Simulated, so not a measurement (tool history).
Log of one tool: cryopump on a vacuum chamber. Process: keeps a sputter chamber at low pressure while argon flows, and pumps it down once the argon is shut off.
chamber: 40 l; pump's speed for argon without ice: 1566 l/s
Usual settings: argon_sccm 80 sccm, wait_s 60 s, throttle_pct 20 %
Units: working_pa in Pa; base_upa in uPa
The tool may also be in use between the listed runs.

run,hour,argon_sccm,wait_s,throttle_pct,working_pa,base_upa
1,0.0,80,60,20,0.4331,2.52
2,21.9,80,60,20,0.4391,2.57
3,43.5,80,109,20,0.4397,2.02
4,73.3,80,24,20,0.4391,5.04
5,115.7,61,60,20,0.3352,2.76
6,134.5,61,60,20,0.3365,2.80
7,174.9,61,60,20,0.3372,3.02
8,218.4,74,26,25,0.3339,4.98
9,248.8,109,79,44,0.2871,2.79
10,275.0,71,84,35,0.2290,2.74
11,304.5,56,84,23,0.2733,2.90
12,345.7,56,84,23,0.2754,2.95
13,379.1,80,60,15,0.5939,3.48
14,411.5,34,33,20,0.1911,4.92

Forecast each of these 3 alternatives for the next run:
A,450.6,65,172,31,?,?
B,450.6,34,33,42,?,?
C,450.6,58,286,35,?,?

run,working_pa,base_upa
A,0.2411,2.69
B,0.0967,5.04
C,0.1933,2.50
Without the tool's hidden state the same runs would have given:
run,working_pa,base_upa
A,0.2247,0.71
B,0.0881,3.01
C,0.1786,0.51

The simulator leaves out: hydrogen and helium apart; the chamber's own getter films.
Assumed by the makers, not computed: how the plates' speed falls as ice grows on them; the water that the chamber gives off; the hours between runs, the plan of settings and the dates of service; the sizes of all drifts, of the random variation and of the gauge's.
